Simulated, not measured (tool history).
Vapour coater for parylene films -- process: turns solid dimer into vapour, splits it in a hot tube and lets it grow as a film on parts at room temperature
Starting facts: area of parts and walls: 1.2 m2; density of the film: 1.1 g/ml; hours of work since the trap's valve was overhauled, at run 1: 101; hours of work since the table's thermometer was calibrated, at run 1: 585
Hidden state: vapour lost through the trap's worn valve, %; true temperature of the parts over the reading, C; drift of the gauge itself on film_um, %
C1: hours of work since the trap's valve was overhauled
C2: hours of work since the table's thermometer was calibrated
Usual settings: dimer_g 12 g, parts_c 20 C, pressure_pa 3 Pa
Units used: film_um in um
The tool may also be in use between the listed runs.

Run 1, hour 0: usual settings; C1 101; C2 585. Result: film_um 5.67 um.
Run 2, hour 38.5: usual settings; C1 124; C2 608. Result: film_um 5.59 um.
Run 3, hour 100.9: usual settings; C1 162; C2 646. Result: film_um 5.67 um.
Run 4, hour 153.8: usual settings; C1 195; C2 679. Result: film_um 5.48 um.
Run 5, hour 202.3: usual settings but parts_c 23 C; C1 224; C2 709. Result: film_um 4.77 um.
Run 6, hour 256.4: usual settings; C1 258; C2 742. Result: film_um 5.39 um.
Run 7, hour 286.4: usual settings but dimer_g 10 g; C1 276; C2 760. Result: film_um 4.51 um.
Run 8, hour 332.5: usual settings but dimer_g 10 g; C1 304; C2 788. Result: film_um 4.46 um.
Run 9, hour 368.8: usual settings; C1 326; C2 810. Result: film_um 5.41 um.
Run 10, hour 427: usual settings; C1 362; C2 846. Result: film_um 5.42 um.
Run 11, hour 473.6: usual settings; C1 390; C2 875. Result: film_um 5.37 um.
Run 12, hour 516.4: usual settings; C1 417; C2 901. Result: film_um 5.23 um.
Run 13, hour 549.1: usual settings; C1 437; C2 921. Result: film_um 5.26 um.
Run 14, hour 586.3: usual settings; C1 460; C2 944. Result: film_um 5.2 um.
Run 15, hour 634.2: usual settings; C1 489; C2 973. Result: film_um 5.26 um.
Run 16, hour 690: usual settings but parts_c 17 C; C1 523; C2 1007. Result: film_um 5.86 um.
Run 17, hour 722.7: usual settings but parts_c 17 C; C1 543; C2 1027. Result: film_um 5.81 um.
Run 18, hour 775.7: usual settings but dimer_g 21 g, parts_c 25 C, pressure_pa 3.52 Pa; C1 575; C2 1060. Result: film_um 6.83 um.
Run 19, hour 838.1: usual settings but dimer_g 6 g, parts_c 25 C, pressure_pa 8 Pa; C1 614; C2 1098. Result: film_um 1.69 um.
At hour 845.8: trap's valve overhauled.
Run 20, hour 894.3: usual settings but dimer_g 8 g, parts_c 24 C, pressure_pa 2.8 Pa; C1 30; C2 1130. Result: film_um 3.2 um.
Run 21, hour 930.4: usual settings but dimer_g 8 g, parts_c 22 C, pressure_pa 2.92 Pa; C1 52; C2 1152. Result: film_um 3.43 um.
Run 22, hour 968.3: usual settings but dimer_g 5 g, parts_c 19 C, pressure_pa 10.91 Pa; C1 75; C2 1175. Result: film_um 1.96 um.
Run 23, hour 997.1: usual settings but dimer_g 5 g, parts_c 19 C, pressure_pa 10.91 Pa; C1 93; C2 1193. Result: film_um 1.93 um.
Run 24, hour 1029.5: usual settings but dimer_g 15 g, parts_c 24 C, pressure_pa 8.09 Pa; C1 113; C2 1213. Result: film_um 4.81 um.
Run 25, hour 1073.4: usual settings but dimer_g 8 g, parts_c 24 C, pressure_pa 3.73 Pa; C1 139; C2 1239. Result: film_um 2.93 um.
Run 26, hour 1118.3: usual settings but dimer_g 8 g, parts_c 24 C, pressure_pa 3.73 Pa; C1 167; C2 1267. Result: film_um 2.97 um.
Run 27, hour 1152.8: usual settings but dimer_g 17 g, parts_c 15 C, pressure_pa 7.79 Pa; C1 188; C2 1288. Result: film_um 8.16 um.
Run 28, hour 1199.8: usual settings but dimer_g 17 g, parts_c 15 C, pressure_pa 7.79 Pa; C1 217; C2 1317. Result: film_um 8.11 um.
Run 29, hour 1258.5: usual settings but dimer_g 6 g, parts_c 16 C; C1 253; C2 1353. Result: film_um 3.23 um.
Run 30, hour 1315.2: usual settings but parts_c 14 C, pressure_pa 2.32 Pa; C1 287; C2 1387. Result: film_um 7.38 um.
Run 31, hour 1378.2: usual settings but dimer_g 16 g, parts_c 28 C; C1 326; C2 1426. Result: film_um 4.94 um.
Run 32, hour 1440: usual settings but dimer_g 16 g, parts_c 28 C; C1 364; C2 1464. Result: film_um 4.89 um.
Run 33, hour 1491.6: usual settings but dimer_g 5 g, parts_c 17 C, pressure_pa 3.55 Pa; C1 395; C2 1495. Result: film_um 2.39 um.
Run 34, hour 1530.6: usual settings but dimer_g 9 g, parts_c 31 C, pressure_pa 11.8 Pa; C1 419; C2 1519. Result: film_um 1.84 um.

For each entry between runs, how does the tool's hidden state at the last listed run before it compare with that at the first listed run after it?
Runs 19 to 20: trap's valve overhauled (hour 845.8)
  vapour lost through the trap's worn valve, %: 12 -> 1.3; true temperature of the parts over the reading, C: 0.56 -> 0.57
  measured value less the no-hidden-state value, film_um: -0.27 -> -0.13 um
